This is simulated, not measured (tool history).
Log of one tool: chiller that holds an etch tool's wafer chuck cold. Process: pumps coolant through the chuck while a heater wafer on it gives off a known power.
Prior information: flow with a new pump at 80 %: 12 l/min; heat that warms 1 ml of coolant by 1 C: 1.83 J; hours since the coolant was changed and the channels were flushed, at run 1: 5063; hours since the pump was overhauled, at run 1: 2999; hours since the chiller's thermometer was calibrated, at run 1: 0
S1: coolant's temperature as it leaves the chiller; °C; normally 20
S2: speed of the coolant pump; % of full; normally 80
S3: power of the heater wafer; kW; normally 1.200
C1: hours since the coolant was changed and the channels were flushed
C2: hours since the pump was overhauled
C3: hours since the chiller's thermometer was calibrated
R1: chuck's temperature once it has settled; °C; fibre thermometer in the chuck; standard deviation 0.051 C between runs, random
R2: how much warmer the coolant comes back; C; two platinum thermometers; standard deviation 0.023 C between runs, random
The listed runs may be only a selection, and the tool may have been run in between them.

Run 1, day 0.000: usual settings; C1 5063; C2 2999; C3 0. Result: R1 29.55 °C, R2 3.44 C.
Run 2, day 4.621: usual settings but S3 1.453 kW; C1 5174; C2 3109; C3 111. Result: R1 31.52 °C, R2 4.15 C.
Run 3, day 9.833: usual settings but S3 1.453 kW; C1 5299; C2 3235; C3 236. Result: R1 31.61 °C, R2 4.14 C.
Run 4, day 15.479: usual settings but S3 1.453 kW; C1 5434; C2 3370; C3 372. Result: R1 31.42 °C, R2 4.15 C.
Run 5, day 17.883: usual settings but S3 1.453 kW; C1 5492; C2 3428; C3 429. Result: R1 31.46 °C, R2 4.19 C.
Run 6, day 22.025: usual settings; C1 5591; C2 3527; C3 529. Result: R1 29.48 °C, R2 3.49 C.
Run 7, day 25.258: usual settings; C1 5669; C2 3605; C3 606. Result: R1 29.51 °C, R2 3.46 C.
Run 8, day 30.992: usual settings; C1 5807; C2 3742; C3 744. Result: R1 29.52 °C, R2 3.43 C.
Run 9, day 34.400: usual settings; C1 5888; C2 3824; C3 826. Result: R1 29.60 °C, R2 3.46 C.
Run 10, day 37.721: usual settings; C1 5968; C2 3904; C3 905. Result: R1 29.49 °C, R2 3.48 C.
At day 38.408: coolant changed, channels flushed.
Run 11, day 41.688: usual settings but S1 16 °C; C1 79; C2 3993; C3 994. Result: R1 25.03 °C, R2 3.49 C.
Run 12, day 47.154: usual settings but S1 16 °C; C1 210; C2 4124; C3 1126. Result: R1 25.06 °C, R2 3.43 C.
Run 13, day 50.762: usual settings but S1 16 °C; C1 296; C2 4211; C3 1212. Result: R1 25.02 °C, R2 3.50 C.
Run 14, day 53.550: usual settings but S1 16 °C, S3 0.891 kW; C1 363; C2 4278; C3 1279. Result: R1 22.64 °C, R2 2.57 C.
Run 15, day 59.254: usual settings but S1 11 °C, S2 74 % of full, S3 0.891 kW; C1 500; C2 4415; C3 1416. Result: R1 18.11 °C, R2 2.84 C.
Run 16, day 61.938: usual settings but S3 0.920 kW; C1 565; C2 4479; C3 1481. Result: R1 26.91 °C, R2 2.69 C.
At day 62.650: coolant pump overhauled.
Run 17, day 67.196: usual settings but S3 0.920 kW; C1 686; C2 109; C3 1602. Result: R1 26.98 °C, R2 2.73 C.
Run 18, day 71.546: usual settings but S3 1.416 kW; C1 790; C2 214; C3 1706. Result: R1 31.00 °C, R2 4.22 C.
Run 19, day 74.729: usual settings but S2 93 % of full, S3 0.691 kW; C1 867; C2 290; C3 1783. Result: R1 24.72 °C, R2 1.78 C.
Run 20, day 77.979: usual settings but S1 27 °C, S2 82 % of full; C1 945; C2 368; C3 1861. Result: R1 36.09 °C, R2 3.54 C.
Run 21, day 82.896: usual settings but S1 15 °C, S2 81 % of full; C1 1063; C2 486; C3 1978. Result: R1 24.24 °C, R2 3.60 C.

Run 22 comes next. What will it give?
At day 87.921: coolant pump overhauled, once more.
Run 22, day 88.454: usual settings but S1 12 °C; C1 1191; C2 13; C3 2107. Result: R1 ?, R2 ?.

{"run 22": {"R1": 20.66, "R2": 3.29}}
With the hidden condition absent and the run-to-run variation left alone, this run would have shown R1 20.86 °C, R2 3.31 C.
